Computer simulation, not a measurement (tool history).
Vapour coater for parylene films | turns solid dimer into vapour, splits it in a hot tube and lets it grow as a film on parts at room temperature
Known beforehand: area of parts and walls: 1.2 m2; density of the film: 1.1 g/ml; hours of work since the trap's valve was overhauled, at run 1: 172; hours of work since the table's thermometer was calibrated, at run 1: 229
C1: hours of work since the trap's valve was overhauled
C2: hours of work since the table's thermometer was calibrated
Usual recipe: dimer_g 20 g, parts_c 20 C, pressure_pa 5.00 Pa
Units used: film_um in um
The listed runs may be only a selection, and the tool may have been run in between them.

{"run": 1, "day": 0.0, "dimer_g": 20, "parts_c": 20, "pressure_pa": 5.0, "C1": 172, "C2": 229, "film_um": 10.71}
{"run": 2, "day": 1.083, "dimer_g": 20, "parts_c": 20, "pressure_pa": 5.06, "C1": 192, "C2": 249, "film_um": 10.53}
{"run": 3, "day": 2.492, "dimer_g": 20, "parts_c": 20, "pressure_pa": 3.36, "C1": 218, "C2": 275, "film_um": 11.08}
{"run": 4, "day": 3.812, "dimer_g": 20, "parts_c": 23, "pressure_pa": 5.0, "C1": 242, "C2": 300, "film_um": 9.1}
{"run": 5, "day": 4.712, "dimer_g": 20, "parts_c": 23, "pressure_pa": 5.0, "C1": 259, "C2": 316, "film_um": 9.18}
{"run": 6, "day": 6.371, "dimer_g": 20, "parts_c": 23, "pressure_pa": 5.0, "C1": 290, "C2": 347, "film_um": 9.12}
{"run": 7, "day": 7.575, "dimer_g": 20, "parts_c": 23, "pressure_pa": 5.0, "C1": 312, "C2": 369, "film_um": 9.09}
{"run": 8, "day": 8.917, "dimer_g": 20, "parts_c": 23, "pressure_pa": 5.0, "C1": 337, "C2": 394, "film_um": 8.94}
{"run": 9, "day": 10.267, "dimer_g": 20, "parts_c": 23, "pressure_pa": 5.0, "C1": 362, "C2": 419, "film_um": 9.0}
{"day": 11.338, "done": "trap's valve overhauled"}
{"run": 10, "day": 11.338, "dimer_g": 20, "parts_c": 23, "pressure_pa": 5.0, "C1": 0, "C2": 436, "film_um": 8.7}
{"run": 11, "day": 12.333, "dimer_g": 20, "parts_c": 23, "pressure_pa": 5.0, "C1": 18, "C2": 455, "film_um": 8.61}
{"run": 12, "day": 13.762, "dimer_g": 20, "parts_c": 17, "pressure_pa": 5.0, "C1": 45, "C2": 481, "film_um": 11.01}
{"run": 13, "day": 14.567, "dimer_g": 12, "parts_c": 17, "pressure_pa": 5.0, "C1": 60, "C2": 496, "film_um": 6.64}
{"run": 14, "day": 15.546, "dimer_g": 12, "parts_c": 22, "pressure_pa": 11.47, "C1": 78, "C2": 514, "film_um": 4.86}
{"run": 15, "day": 17.404, "dimer_g": 12, "parts_c": 31, "pressure_pa": 11.47, "C1": 113, "C2": 549, "film_um": 3.3}
{"day": 17.675, "done": "trap's valve overhauled, once more"}
{"run": 16, "day": 19.538, "dimer_g": 15, "parts_c": 26, "pressure_pa": 5.65, "C1": 35, "C2": 585, "film_um": 6.22}
{"run": 17, "day": 20.821, "dimer_g": 15, "parts_c": 26, "pressure_pa": 5.65, "C1": 58, "C2": 609, "film_um": 6.19}
{"run": 18, "day": 22.654, "dimer_g": 35, "parts_c": 21, "pressure_pa": 5.0, "C1": 92, "C2": 643, "film_um": 18.08}
{"run": 19, "day": 24.512, "dimer_g": 20, "parts_c": 21, "pressure_pa": 2.44, "C1": 127, "C2": 678, "film_um": 11.18}
{"run": 20, "day": 25.504, "dimer_g": 20, "parts_c": 13, "pressure_pa": 2.27, "C1": 145, "C2": 696, "film_um": 14.16}
{"run": 21, "day": 26.55, "dimer_g": 22, "parts_c": 29, "pressure_pa": 3.8, "C1": 165, "C2": 716, "film_um": 8.26}
{"run": 22, "day": 27.725, "dimer_g": 22, "parts_c": 29, "pressure_pa": 3.8, "C1": 187, "C2": 737, "film_um": 8.16}
{"run": 23, "day": 29.3, "dimer_g": 20, "parts_c": 20, "pressure_pa": 4.8, "C1": 216, "C2": 767, "film_um": 10.65}
{"run": 24, "day": 30.379, "dimer_g": 20, "parts_c": 19, "pressure_pa": 7.18, "C1": 236, "C2": 787, "film_um": 10.47}

Each row is a separate what-if for the run after 24, all from the same tool condition, not one after another. Results?
{"run": "A", "day": 31.971, "dimer_g": 20, "parts_c": 17, "pressure_pa": 7.18, "C1": 265, "C2": 816, "film_um": "?"}
{"run": "B", "day": 31.971, "dimer_g": 13, "parts_c": 30, "pressure_pa": 2.74, "C1": 265, "C2": 816, "film_um": "?"}
{"run": "C", "day": 31.971, "dimer_g": 20, "parts_c": 15, "pressure_pa": 7.18, "C1": 265, "C2": 816, "film_um": "?"}
{"run": "D", "day": 31.971, "dimer_g": 20, "parts_c": 15, "pressure_pa": 4.99, "C1": 265, "C2": 816, "film_um": "?"}
{"run": "E", "day": 31.971, "dimer_g": 23, "parts_c": 19, "pressure_pa": 4.36, "C1": 265, "C2": 816, "film_um": "?"}

run=A film_um=11.47
run=B film_um=4.80
run=C film_um=12.24
run=D film_um=12.90
run=E film_um=12.75
The same runs, with their run-to-run variation unchanged, on a tool lacking any hidden condition would have given:
run=A film_um=12.07
run=B film_um=5.06
run=C film_um=12.89
run=D film_um=13.58
run=E film_um=13.42
